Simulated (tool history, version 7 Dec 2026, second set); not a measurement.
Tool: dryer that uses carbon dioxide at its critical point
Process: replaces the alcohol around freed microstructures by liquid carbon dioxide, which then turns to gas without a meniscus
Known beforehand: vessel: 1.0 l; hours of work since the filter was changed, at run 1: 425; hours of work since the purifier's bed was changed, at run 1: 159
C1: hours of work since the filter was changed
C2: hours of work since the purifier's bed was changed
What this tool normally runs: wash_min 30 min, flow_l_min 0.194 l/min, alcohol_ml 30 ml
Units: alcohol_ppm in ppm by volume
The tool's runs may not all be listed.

run 1 hour=0 | wash_min=30 flow_l_min=0.194 alcohol_ml=30 | C1=425 C2=159 | alcohol_ppm=513
run 2 hour=17.1 | wash_min=30 flow_l_min=0.194 alcohol_ml=30 | C1=431 C2=165 | alcohol_ppm=520
run 3 hour=35 | wash_min=30 flow_l_min=0.194 alcohol_ml=30 | C1=437 C2=171 | alcohol_ppm=517
run 4 hour=47.2 | wash_min=30 flow_l_min=0.194 alcohol_ml=30 | C1=441 C2=175 | alcohol_ppm=518
run 5 hour=59.3 | wash_min=30 flow_l_min=0.194 alcohol_ml=30 | C1=445 C2=180 | alcohol_ppm=529
run 6 hour=77.2 | wash_min=30 flow_l_min=0.194 alcohol_ml=30 | C1=452 C2=186 | alcohol_ppm=534
run 7 hour=87.8 | wash_min=30 flow_l_min=0.194 alcohol_ml=30 | C1=455 C2=189 | alcohol_ppm=525
run 8 hour=100.2 | wash_min=30 flow_l_min=0.275 alcohol_ml=36 | C1=460 C2=194 | alcohol_ppm=127
run 9 hour=110.3 | wash_min=19 flow_l_min=0.325 alcohol_ml=36 | C1=463 C2=197 | alcohol_ppm=502
run 10 hour=125.2 | wash_min=30 flow_l_min=0.194 alcohol_ml=99 | C1=468 C2=202 | alcohol_ppm=1753
run 11 hour=137.6 | wash_min=30 flow_l_min=0.284 alcohol_ml=99 | C1=473 C2=207 | alcohol_ppm=287
run 12 hour=148.2 | wash_min=30 flow_l_min=0.284 alcohol_ml=99 | C1=476 C2=210 | alcohol_ppm=283
run 13 hour=165.8 | wash_min=30 flow_l_min=0.284 alcohol_ml=99 | C1=482 C2=216 | alcohol_ppm=298
run 14 hour=183.1 | wash_min=32 flow_l_min=0.284 alcohol_ml=115 | C1=488 C2=222 | alcohol_ppm=227

Consider 5 possible next runs. They are alternatives, not a sequence: every one starts from the tool as it was left by run 14. What does each give?
run A hour=197.1 | wash_min=34 flow_l_min=0.306 alcohol_ml=89 | C1=493 C2=227 | alcohol_ppm=?
run B hour=197.1 | wash_min=32 flow_l_min=0.177 alcohol_ml=115 | C1=493 C2=227 | alcohol_ppm=?
run C hour=197.1 | wash_min=28 flow_l_min=0.261 alcohol_ml=115 | C1=493 C2=227 | alcohol_ppm=?
run D hour=197.1 | wash_min=27 flow_l_min=0.2 alcohol_ml=66 | C1=493 C2=227 | alcohol_ppm=?
run E hour=197.1 | wash_min=30 flow_l_min=0.177 alcohol_ml=30 | C1=493 C2=227 | alcohol_ppm=?

run=A alcohol_ppm=87
run=B alcohol_ppm=2354
run=C alcohol_ppm=751
run=D alcohol_ppm=1597
run=E alcohol_ppm=789
Take away the tool's hidden state, keep each run's random variation, and the runs would have read:
run=A alcohol_ppm=16
run=B alcohol_ppm=1103
run=C alcohol_ppm=280
run=D alcohol_ppm=779
run=E alcohol_ppm=382
